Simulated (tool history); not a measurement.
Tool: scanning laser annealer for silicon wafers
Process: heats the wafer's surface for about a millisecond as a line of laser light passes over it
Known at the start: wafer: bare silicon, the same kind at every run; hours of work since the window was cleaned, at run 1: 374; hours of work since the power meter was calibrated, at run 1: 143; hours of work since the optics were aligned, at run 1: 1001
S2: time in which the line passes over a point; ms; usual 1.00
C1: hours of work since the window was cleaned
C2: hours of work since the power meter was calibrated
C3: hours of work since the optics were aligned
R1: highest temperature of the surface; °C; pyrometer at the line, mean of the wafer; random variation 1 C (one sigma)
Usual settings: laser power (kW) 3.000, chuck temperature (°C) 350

Run 1, hour 0.0: usual settings; C1 374; C2 143; C3 1001. Result: R1 1161 °C.
At hour 8.6: window over the wafer cleaned.
Run 2, hour 14.0: usual settings; C1 3; C2 150; C3 1008. Result: R1 1175 °C.
Run 3, hour 22.3: usual settings; C1 8; C2 155; C3 1013. Result: R1 1175 °C.
Run 4, hour 29.1: usual settings; C1 12; C2 159; C3 1016. Result: R1 1174 °C.
Run 5, hour 35.0: usual settings; C1 15; C2 162; C3 1020. Result: R1 1175 °C.
Run 6, hour 47.8: usual settings; C1 22; C2 169; C3 1027. Result: R1 1175 °C.
Run 7, hour 56.8: usual settings; C1 28; C2 175; C3 1032. Result: R1 1174 °C.
Run 8, hour 64.5: usual settings but chuck temperature (°C) 371; C1 32; C2 179; C3 1037. Result: R1 1194 °C.
Run 9, hour 73.7: usual settings but chuck temperature (°C) 371; C1 37; C2 184; C3 1042. Result: R1 1194 °C.
Run 10, hour 85.3: usual settings; C1 44; C2 191; C3 1049. Result: R1 1174 °C.
Run 11, hour 92.8: usual settings; C1 48; C2 195; C3 1053. Result: R1 1174 °C.
Run 12, hour 105.3: usual settings; C1 55; C2 202; C3 1060. Result: R1 1173 °C.
Run 13, hour 117.7: usual settings; C1 62; C2 209; C3 1067. Result: R1 1172 °C.
Run 14, hour 127.6: usual settings; C1 68; C2 215; C3 1073. Result: R1 1175 °C.
Run 15, hour 138.8: usual settings; C1 75; C2 222; C3 1079. Result: R1 1172 °C.
Run 16, hour 145.2: usual settings but S2 1.18 ms; C1 78; C2 225; C3 1083. Result: R1 1255 °C.
Run 17, hour 154.9: usual settings but S2 1.18 ms; C1 84; C2 231; C3 1088. Result: R1 1255 °C.
Run 18, hour 161.4: usual settings but S2 1.18 ms; C1 87; C2 234; C3 1092. Result: R1 1257 °C.
Run 19, hour 167.2: usual settings but S2 1.18 ms; C1 91; C2 238; C3 1095. Result: R1 1254 °C.
Run 20, hour 181.0: usual settings but S2 1.18 ms; C1 99; C2 246; C3 1103. Result: R1 1255 °C.
Run 21, hour 186.8: usual settings but S2 1.18 ms; C1 102; C2 249; C3 1107. Result: R1 1255 °C.
Run 22, hour 193.1: usual settings but S2 1.18 ms; C1 106; C2 253; C3 1110. Result: R1 1255 °C.
Run 23, hour 200.6: usual settings but laser power (kW) 3.083, S2 1.14 ms, chuck temperature (°C) 379; C1 110; C2 257; C3 1115. Result: R1 1289 °C.
Run 24, hour 213.1: usual settings but laser power (kW) 3.083, S2 1.24 ms, chuck temperature (°C) 340; C1 117; C2 264; C3 1122. Result: R1 1295 °C.
Run 25, hour 222.5: usual settings but laser power (kW) 2.728, S2 0.97 ms; C1 122; C2 269; C3 1127. Result: R1 1087 °C.
Run 26, hour 234.9: usual settings but laser power (kW) 2.614, S2 0.87 ms; C1 130; C2 277; C3 1134. Result: R1 1015 °C.
Run 27, hour 243.3: usual settings but laser power (kW) 2.776, S2 0.92 ms; C1 134; C2 281; C3 1139. Result: R1 1077 °C.

Run 28 comes next. What will it give?
Run 28, hour 252.4: usual settings but chuck temperature (°C) 365; C1 140; C2 287; C3 1144. Result: R1 ?.

R1: 1185 °C
Without the tool's hidden state the same run would have given R1 1195 °C.
